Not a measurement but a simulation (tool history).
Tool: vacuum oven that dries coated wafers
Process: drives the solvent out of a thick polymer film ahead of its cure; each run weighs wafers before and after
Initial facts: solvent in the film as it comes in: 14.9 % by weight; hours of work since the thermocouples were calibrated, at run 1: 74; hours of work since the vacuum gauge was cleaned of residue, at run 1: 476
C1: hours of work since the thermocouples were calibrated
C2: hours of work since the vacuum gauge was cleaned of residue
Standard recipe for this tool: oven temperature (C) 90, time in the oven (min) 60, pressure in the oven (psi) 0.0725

Run 1, hour 0: usual settings; C1 74; C2 476. Result: solvent left in the film (%) 2.54.
Run 2, hour 60.6: usual settings but oven temperature (C) 87; C1 122; C2 523. Result: solvent left in the film (%) 3.07.
Run 3, hour 129: usual settings; C1 175; C2 577. Result: solvent left in the film (%) 2.58.
Run 4, hour 181.7: usual settings; C1 216; C2 618. Result: solvent left in the film (%) 2.52.
Run 5, hour 252.4: usual settings; C1 271; C2 673. Result: solvent left in the film (%) 2.47.
Run 6, hour 335: usual settings but pressure in the oven (psi) 0.2474; C1 336; C2 737. Result: solvent left in the film (%) 4.32.
Run 7, hour 403.1: usual settings; C1 389; C2 790. Result: solvent left in the film (%) 2.57.
Run 8, hour 442.2: usual settings; C1 419; C2 821. Result: solvent left in the film (%) 2.46.
Run 9, hour 530.7: usual settings; C1 488; C2 890. Result: solvent left in the film (%) 2.62.
Run 10, hour 590.7: usual settings but pressure in the oven (psi) 0.0461; C1 535; C2 937. Result: solvent left in the film (%) 2.29.
Run 11, hour 662.3: usual settings but pressure in the oven (psi) 0.0461; C1 591; C2 993. Result: solvent left in the film (%) 2.24.
At hour 691.6: oven's thermocouples calibrated.
Run 12, hour 734.4: usual settings but pressure in the oven (psi) 0.0461; C1 33; C2 1047. Result: solvent left in the film (%) 2.46.
Run 13, hour 805.4: usual settings but pressure in the oven (psi) 0.0461; C1 89; C2 1103. Result: solvent left in the film (%) 2.46.
Run 14, hour 853.7: usual settings; C1 126; C2 1140. Result: solvent left in the film (%) 2.76.
Run 15, hour 921.8: usual settings but time in the oven (min) 68; C1 180; C2 1193. Result: solvent left in the film (%) 2.34.
Run 16, hour 1009.5: usual settings but time in the oven (min) 68; C1 248; C2 1262. Result: solvent left in the film (%) 2.43.
Run 17, hour 1084.5: usual settings but oven temperature (C) 102; C1 307; C2 1320. Result: solvent left in the film (%) 1.17.
Run 18, hour 1124.2: usual settings but oven temperature (C) 102; C1 338; C2 1351. Result: solvent left in the film (%) 1.17.
Run 19, hour 1174.3: usual settings but oven temperature (C) 102; C1 377; C2 1390. Result: solvent left in the film (%) 1.16.
Run 20, hour 1229.3: usual settings but oven temperature (C) 102; C1 420; C2 1433. Result: solvent left in the film (%) 1.2.
Run 21, hour 1300.1: usual settings but oven temperature (C) 102; C1 475; C2 1489. Result: solvent left in the film (%) 1.17.
Run 22, hour 1360.9: usual settings but oven temperature (C) 102; C1 522; C2 1536. Result: solvent left in the film (%) 1.22.
Run 23, hour 1412: usual settings but oven temperature (C) 82, pressure in the oven (psi) 0.1594; C1 562; C2 1576. Result: solvent left in the film (%) 5.56.
Run 24, hour 1454.4: usual settings but time in the oven (min) 108, pressure in the oven (psi) 0.2453; C1 595; C2 1609. Result: solvent left in the film (%) 3.6.
At hour 1483.6: oven's thermocouples calibrated.
Run 25, hour 1495.1: usual settings but time in the oven (min) 108, pressure in the oven (psi) 0.2453; C1 9; C2 1639. Result: solvent left in the film (%) 3.58.
Run 26, hour 1574.4: usual settings but pressure in the oven (psi) 0.1832; C1 71; C2 1701. Result: solvent left in the film (%) 4.04.
Run 27, hour 1615.7: usual settings but oven temperature (C) 98, time in the oven (min) 71, pressure in the oven (psi) 0.0705; C1 103; C2 1733. Result: solvent left in the film (%) 1.5.
Run 28, hour 1700.2: usual settings but oven temperature (C) 98, time in the oven (min) 71, pressure in the oven (psi) 0.0705; C1 169; C2 1799. Result: solvent left in the film (%) 1.39.
Run 29, hour 1775.3: usual settings but oven temperature (C) 101, time in the oven (min) 34, pressure in the oven (psi) 0.1214; C1 228; C2 1858. Result: solvent left in the film (%) 2.95.
Run 30, hour 1853.8: usual settings but oven temperature (C) 101, time in the oven (min) 34, pressure in the oven (psi) 0.1214; C1 289; C2 1919. Result: solvent left in the film (%) 2.79.
Run 31, hour 1916.9: usual settings but oven temperature (C) 101, time in the oven (min) 34, pressure in the oven (psi) 0.1214; C1 338; C2 1968. Result: solvent left in the film (%) 2.83.
Run 32, hour 2009.3: usual settings but oven temperature (C) 98, time in the oven (min) 97, pressure in the oven (psi) 0.1794; C1 410; C2 2040. Result: solvent left in the film (%) 2.12.
Run 33, hour 2061.1: usual settings but oven temperature (C) 87, time in the oven (min) 62, pressure in the oven (psi) 0.1246; C1 451; C2 2081. Result: solvent left in the film (%) 4.
At hour 2096.5: vacuum gauge cleaned of residue and calibrated.
Run 34, hour 2117.4: usual settings but oven temperature (C) 89, time in the oven (min) 76, pressure in the oven (psi) 0.0767; C1 493; C2 16. Result: solvent left in the film (%) 1.74.
Run 35, hour 2168.9: usual settings but oven temperature (C) 87, time in the oven (min) 79, pressure in the oven (psi) 0.1024; C1 534; C2 56. Result: solvent left in the film (%) 2.27.
Run 36, hour 2231.5: usual settings but oven temperature (C) 80, time in the oven (min) 34, pressure in the oven (psi) 0.0888; C1 582; C2 105. Result: solvent left in the film (%) 6.65.
At hour 2277.4: oven's thermocouples calibrated.
Run 37, hour 2326.9: usual settings but oven temperature (C) 87, time in the oven (min) 107; C1 39; C2 178. Result: solvent left in the film (%) 1.4.
Run 38, hour 2422.9: usual settings but oven temperature (C) 87, time in the oven (min) 107, pressure in the oven (psi) 0.104; C1 114; C2 253. Result: solvent left in the film (%) 1.86.
Run 39, hour 2491.1: usual settings but time in the oven (min) 64, pressure in the oven (psi) 0.0776; C1 167; C2 306. Result: solvent left in the film (%) 2.15.
Run 40, hour 2541.1: usual settings but time in the oven (min) 83, pressure in the oven (psi) 0.067; C1 206; C2 345. Result: solvent left in the film (%) 1.45.
Run 41, hour 2580.6: usual settings but time in the oven (min) 83, pressure in the oven (psi) 0.067; C1 237; C2 376. Result: solvent left in the film (%) 1.47.

4 ways to go on from here, each from the tool as it stands after run 41. What would each give?
Run A, hour 2669.4: usual settings but oven temperature (C) 83, time in the oven (min) 38; C1 306; C2 445. Result: solvent left in the film (%) ?.
Run B, hour 2669.4: usual settings but oven temperature (C) 93, time in the oven (min) 83, pressure in the oven (psi) 0.104; C1 306; C2 445. Result: solvent left in the film (%) ?.
Run C, hour 2669.4: usual settings but time in the oven (min) 82, pressure in the oven (psi) 0.2866; C1 306; C2 445. Result: solvent left in the film (%) ?.
Run D, hour 2669.4: usual settings but oven temperature (C) 99, time in the oven (min) 69, pressure in the oven (psi) 0.103; C1 306; C2 445. Result: solvent left in the film (%) ?.

run  solvent left in the film (%)
  A                          5.62
  B                          1.48
  C                          3.76
  D                          1.25
What these runs would have given with no unlogged condition in the tool:
run  solvent left in the film (%)
  A                          5.61
  B                          1.39
  C                          3.71
  D                          1.17

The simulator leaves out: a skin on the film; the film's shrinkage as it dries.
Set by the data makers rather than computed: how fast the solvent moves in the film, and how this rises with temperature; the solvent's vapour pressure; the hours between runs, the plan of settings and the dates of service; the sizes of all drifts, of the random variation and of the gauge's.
